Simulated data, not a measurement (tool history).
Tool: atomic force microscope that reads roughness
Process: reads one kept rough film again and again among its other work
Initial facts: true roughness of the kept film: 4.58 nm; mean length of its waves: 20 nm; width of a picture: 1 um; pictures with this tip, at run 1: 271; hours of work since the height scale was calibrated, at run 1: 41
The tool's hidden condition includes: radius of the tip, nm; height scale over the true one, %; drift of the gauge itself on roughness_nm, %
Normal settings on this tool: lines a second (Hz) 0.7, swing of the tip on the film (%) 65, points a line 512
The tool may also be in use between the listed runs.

run,hour,lines a second (Hz),swing of the tip on the film (%),points a line,pictures with this tip,hours of work since the height scale was calibrated,roughness of the kept film (nm (root mean square))
1,0,0.7,65,512,271,41,2.655
2,23.4,1.033,65,512,305,59,2.583
3,50.1,1.033,65,512,345,80,2.519
# hour 67.9: new tip fitted
4,73.6,0.7,65,512,9,98,3.322
5,116.6,0.805,65,512,72,131,3.14
6,157.1,0.805,65,512,131,162,2.979
7,177.3,0.805,65,512,161,178,2.918
8,201,0.7,65,512,195,196,2.836
9,223.4,0.7,65,512,228,213,2.77
10,259.5,0.7,65,512,281,241,2.645
11,286.9,0.7,86,512,322,262,2.478
# hour 290.8: height scale calibrated on a step standard
# hour 321.1: new tip fitted
12,328.6,0.7,86,512,11,29,3.123
13,363.2,0.76,86,502,61,56,2.972
14,392.9,0.76,86,502,105,78,2.858
# hour 440.7: height scale calibrated on a step standard, once more
15,442.1,0.987,65,736,176,1,2.843
16,477.1,0.987,65,736,227,28,2.703
17,522.2,0.987,65,736,293,63,2.593
18,544,0.691,73,481,325,80,2.497
19,573.2,3.569,66,512,368,102,2.255
# hour 577.6: new tip fitted
20,619.5,0.641,65,531,62,138,3.186
21,646.1,0.539,65,1017,101,158,3.172

5 ways to go on from here, each from the tool as it stands after run 21. What would each give?
A,687.9,0.539,76,664,162,191,?
B,687.9,1.178,63,512,162,191,?
C,687.9,1.881,82,260,162,191,?
D,687.9,2.159,79,412,162,191,?
E,687.9,0.7,76,826,162,191,?

run,roughness of the kept film (nm (root mean square))
A,2.956
B,2.922
C,2.581
D,2.632
E,2.922
Without the tool's unlogged condition, the same runs would have read:
run,roughness of the kept film (nm (root mean square))
A,3.362
B,3.324
C,2.935
D,2.995
E,3.324
